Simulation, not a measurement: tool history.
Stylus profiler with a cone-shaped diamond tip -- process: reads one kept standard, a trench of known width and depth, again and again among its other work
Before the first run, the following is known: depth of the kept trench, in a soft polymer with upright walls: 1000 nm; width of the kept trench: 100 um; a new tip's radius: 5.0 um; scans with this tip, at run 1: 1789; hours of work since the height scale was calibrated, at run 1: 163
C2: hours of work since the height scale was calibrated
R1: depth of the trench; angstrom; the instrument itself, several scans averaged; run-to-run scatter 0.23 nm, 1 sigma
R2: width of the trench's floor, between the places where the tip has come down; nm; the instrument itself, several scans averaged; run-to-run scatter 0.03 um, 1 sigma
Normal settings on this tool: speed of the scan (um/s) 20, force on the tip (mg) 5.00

{"run": 1, "hour": 0.0, "speed of the scan (um/s)": 20, "force on the tip (mg)": 5.0, "scans with this tip": 1789, "C2": 163, "R1": 10251.3, "R2": 93480}
{"run": 2, "hour": 11.2, "speed of the scan (um/s)": 20, "force on the tip (mg)": 5.0, "scans with this tip": 1846, "C2": 168, "R1": 10253.0, "R2": 93480}
{"run": 3, "hour": 27.4, "speed of the scan (um/s)": 20, "force on the tip (mg)": 5.0, "scans with this tip": 1928, "C2": 175, "R1": 10246.6, "R2": 93430}
{"run": 4, "hour": 39.8, "speed of the scan (um/s)": 20, "force on the tip (mg)": 5.0, "scans with this tip": 1990, "C2": 181, "R1": 10248.5, "R2": 93390}
{"run": 5, "hour": 49.7, "speed of the scan (um/s)": 20, "force on the tip (mg)": 5.0, "scans with this tip": 2041, "C2": 185, "R1": 10259.7, "R2": 93390}
{"run": 6, "hour": 60.1, "speed of the scan (um/s)": 6, "force on the tip (mg)": 12.26, "scans with this tip": 2094, "C2": 190, "R1": 10454.3, "R2": 93450}
{"run": 7, "hour": 74.8, "speed of the scan (um/s)": 6, "force on the tip (mg)": 12.26, "scans with this tip": 2168, "C2": 197, "R1": 10453.1, "R2": 93400}

What does the tool deliver on the next run?
{"run": 8, "hour": 85.9, "speed of the scan (um/s)": 20, "force on the tip (mg)": 7.95, "scans with this tip": 2224, "C2": 202, "R1": "?", "R2": "?"}

R1: 10339.0 angstrom
R2: 93410 nm
Had the tool carried no hidden state, the very same run would have given R1 10330.8 angstrom, R2 93990 nm.
